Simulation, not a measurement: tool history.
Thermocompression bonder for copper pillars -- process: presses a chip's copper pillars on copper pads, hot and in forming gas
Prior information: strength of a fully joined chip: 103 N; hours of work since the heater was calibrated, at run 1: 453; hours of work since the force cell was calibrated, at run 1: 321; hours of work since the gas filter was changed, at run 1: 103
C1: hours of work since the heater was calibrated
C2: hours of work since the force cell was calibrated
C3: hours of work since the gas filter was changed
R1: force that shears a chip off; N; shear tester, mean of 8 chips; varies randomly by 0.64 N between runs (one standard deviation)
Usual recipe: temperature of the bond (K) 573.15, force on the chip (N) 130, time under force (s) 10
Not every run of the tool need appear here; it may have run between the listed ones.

{"run": 1, "day": 0.0, "temperature of the bond (K)": 573.15, "force on the chip (N)": 130, "time under force (s)": 10, "C1": 453, "C2": 321, "C3": 103, "R1": 36.9}
{"run": 2, "day": 0.258, "temperature of the bond (K)": 573.15, "force on the chip (N)": 130, "time under force (s)": 10, "C1": 458, "C2": 326, "C3": 108, "R1": 37.1}
{"run": 3, "day": 0.562, "temperature of the bond (K)": 573.15, "force on the chip (N)": 190, "time under force (s)": 10, "C1": 464, "C2": 332, "C3": 114, "R1": 48.7}
{"run": 4, "day": 0.912, "temperature of the bond (K)": 573.15, "force on the chip (N)": 190, "time under force (s)": 10, "C1": 471, "C2": 338, "C3": 121, "R1": 48.7}
{"run": 5, "day": 1.117, "temperature of the bond (K)": 573.15, "force on the chip (N)": 190, "time under force (s)": 10, "C1": 475, "C2": 342, "C3": 124, "R1": 48.4}
{"run": 6, "day": 1.45, "temperature of the bond (K)": 573.15, "force on the chip (N)": 130, "time under force (s)": 10, "C1": 481, "C2": 348, "C3": 131, "R1": 37.1}
{"run": 7, "day": 1.754, "temperature of the bond (K)": 573.15, "force on the chip (N)": 130, "time under force (s)": 10, "C1": 487, "C2": 354, "C3": 136, "R1": 37.0}
{"run": 8, "day": 1.996, "temperature of the bond (K)": 573.15, "force on the chip (N)": 130, "time under force (s)": 10, "C1": 491, "C2": 359, "C3": 141, "R1": 37.1}
{"run": 9, "day": 2.408, "temperature of the bond (K)": 573.15, "force on the chip (N)": 130, "time under force (s)": 10, "C1": 499, "C2": 367, "C3": 149, "R1": 35.8}
{"run": 10, "day": 2.7, "temperature of the bond (K)": 573.15, "force on the chip (N)": 130, "time under force (s)": 10, "C1": 504, "C2": 372, "C3": 154, "R1": 36.2}
{"run": 11, "day": 3.108, "temperature of the bond (K)": 573.15, "force on the chip (N)": 130, "time under force (s)": 10, "C1": 512, "C2": 380, "C3": 162, "R1": 35.4}
{"run": 12, "day": 3.575, "temperature of the bond (K)": 573.15, "force on the chip (N)": 92, "time under force (s)": 10, "C1": 521, "C2": 389, "C3": 171, "R1": 28.1}
{"run": 13, "day": 4.046, "temperature of the bond (K)": 573.15, "force on the chip (N)": 92, "time under force (s)": 10, "C1": 530, "C2": 397, "C3": 180, "R1": 27.9}
{"run": 14, "day": 4.367, "temperature of the bond (K)": 573.15, "force on the chip (N)": 130, "time under force (s)": 10, "C1": 536, "C2": 404, "C3": 186, "R1": 35.6}
{"day": 4.471, "done": "heater calibrated with a thermocouple chip"}
{"run": 15, "day": 4.675, "temperature of the bond (K)": 573.15, "force on the chip (N)": 130, "time under force (s)": 10, "C1": 4, "C2": 408, "C3": 190, "R1": 35.1}
{"run": 16, "day": 4.954, "temperature of the bond (K)": 573.15, "force on the chip (N)": 130, "time under force (s)": 10, "C1": 9, "C2": 413, "C3": 195, "R1": 33.9}
{"run": 17, "day": 5.262, "temperature of the bond (K)": 586.15, "force on the chip (N)": 130, "time under force (s)": 10, "C1": 15, "C2": 419, "C3": 201, "R1": 41.4}
{"run": 18, "day": 5.462, "temperature of the bond (K)": 591.15, "force on the chip (N)": 130, "time under force (s)": 10, "C1": 19, "C2": 423, "C3": 205, "R1": 41.7}
{"run": 19, "day": 5.933, "temperature of the bond (K)": 591.15, "force on the chip (N)": 130, "time under force (s)": 10, "C1": 28, "C2": 431, "C3": 214, "R1": 43.9}
{"run": 20, "day": 6.167, "temperature of the bond (K)": 591.15, "force on the chip (N)": 130, "time under force (s)": 10, "C1": 32, "C2": 436, "C3": 218, "R1": 43.3}
{"run": 21, "day": 6.417, "temperature of the bond (K)": 549.15, "force on the chip (N)": 166, "time under force (s)": 17, "C1": 37, "C2": 441, "C3": 223, "R1": 38.0}
{"day": 6.75, "done": "heater calibrated with a thermocouple chip, once more"}
{"run": 22, "day": 6.767, "temperature of the bond (K)": 573.15, "force on the chip (N)": 156, "time under force (s)": 14, "C1": 0, "C2": 446, "C3": 228, "R1": 46.7}
{"run": 23, "day": 7.121, "temperature of the bond (K)": 573.15, "force on the chip (N)": 156, "time under force (s)": 14, "C1": 7, "C2": 452, "C3": 234, "R1": 46.9}
{"run": 24, "day": 7.542, "temperature of the bond (K)": 573.15, "force on the chip (N)": 130, "time under force (s)": 16, "C1": 15, "C2": 460, "C3": 242, "R1": 42.7}
{"run": 25, "day": 8.008, "temperature of the bond (K)": 573.15, "force on the chip (N)": 130, "time under force (s)": 16, "C1": 24, "C2": 469, "C3": 251, "R1": 42.9}
{"run": 26, "day": 8.325, "temperature of the bond (K)": 552.15, "force on the chip (N)": 130, "time under force (s)": 5, "C1": 30, "C2": 475, "C3": 257, "R1": 20.5}
{"run": 27, "day": 8.671, "temperature of the bond (K)": 552.15, "force on the chip (N)": 122, "time under force (s)": 5, "C1": 36, "C2": 482, "C3": 264, "R1": 19.7}
{"run": 28, "day": 9.142, "temperature of the bond (K)": 580.15, "force on the chip (N)": 81, "time under force (s)": 10, "C1": 45, "C2": 490, "C3": 273, "R1": 26.9}
{"run": 29, "day": 9.504, "temperature of the bond (K)": 580.15, "force on the chip (N)": 81, "time under force (s)": 16, "C1": 52, "C2": 497, "C3": 279, "R1": 32.0}
{"run": 30, "day": 9.712, "temperature of the bond (K)": 556.15, "force on the chip (N)": 153, "time under force (s)": 11, "C1": 56, "C2": 501, "C3": 283, "R1": 33.2}
{"run": 31, "day": 10.033, "temperature of the bond (K)": 573.15, "force on the chip (N)": 100, "time under force (s)": 10, "C1": 62, "C2": 507, "C3": 289, "R1": 29.6}
{"run": 32, "day": 10.417, "temperature of the bond (K)": 552.15, "force on the chip (N)": 80, "time under force (s)": 10, "C1": 69, "C2": 514, "C3": 297, "R1": 17.6}
{"run": 33, "day": 10.638, "temperature of the bond (K)": 564.15, "force on the chip (N)": 164, "time under force (s)": 20, "C1": 73, "C2": 519, "C3": 301, "R1": 49.6}
{"run": 34, "day": 11.075, "temperature of the bond (K)": 568.15, "force on the chip (N)": 87, "time under force (s)": 28, "C1": 82, "C2": 527, "C3": 309, "R1": 37.0}
{"run": 35, "day": 11.308, "temperature of the bond (K)": 594.15, "force on the chip (N)": 81, "time under force (s)": 26, "C1": 86, "C2": 531, "C3": 313, "R1": 44.5}
{"run": 36, "day": 11.767, "temperature of the bond (K)": 594.15, "force on the chip (N)": 157, "time under force (s)": 29, "C1": 95, "C2": 540, "C3": 322, "R1": 68.2}
{"run": 37, "day": 12.071, "temperature of the bond (K)": 573.15, "force on the chip (N)": 144, "time under force (s)": 18, "C1": 100, "C2": 546, "C3": 328, "R1": 47.0}
{"run": 38, "day": 12.462, "temperature of the bond (K)": 549.15, "force on the chip (N)": 130, "time under force (s)": 18, "C1": 108, "C2": 553, "C3": 335, "R1": 32.6}
{"run": 39, "day": 12.796, "temperature of the bond (K)": 584.15, "force on the chip (N)": 169, "time under force (s)": 10, "C1": 114, "C2": 559, "C3": 342, "R1": 47.4}
{"day": 12.983, "done": "forming gas filter changed"}
{"run": 40, "day": 13.088, "temperature of the bond (K)": 584.15, "force on the chip (N)": 169, "time under force (s)": 10, "C1": 119, "C2": 564, "C3": 2, "R1": 52.6}

For each entry between runs, how does the tool's hidden state at the last listed run before it compare with that at the first listed run after it?
In the gap between runs 14 and 15: heater calibrated with a thermocouple chip (day 4.471)
  true temperature of the bond over the reading, C: -3.4 -> -4.8; oxide that the forming gas leaves, % of the face: 6.51 -> 6.64
  measured minus no-state result, R1: -4.7 -> -5.3 N
In the gap between runs 21 and 22: heater calibrated with a thermocouple chip, once more (day 6.750)
  true temperature of the bond over the reading, C: -5 -> -0.6; force that reaches the chip, % of what is set: 97 -> 96.9; oxide that the forming gas leaves, % of the face: 7.69 -> 7.83
  measured minus no-state result, R1: -6.6 -> -5.2 N
In the gap between runs 39 and 40: forming gas filter changed (day 12.983)
  oxide that the forming gas leaves, % of the face: 11.32 -> 0.6
  measured minus no-state result, R1: -7.7 -> -2.1 N

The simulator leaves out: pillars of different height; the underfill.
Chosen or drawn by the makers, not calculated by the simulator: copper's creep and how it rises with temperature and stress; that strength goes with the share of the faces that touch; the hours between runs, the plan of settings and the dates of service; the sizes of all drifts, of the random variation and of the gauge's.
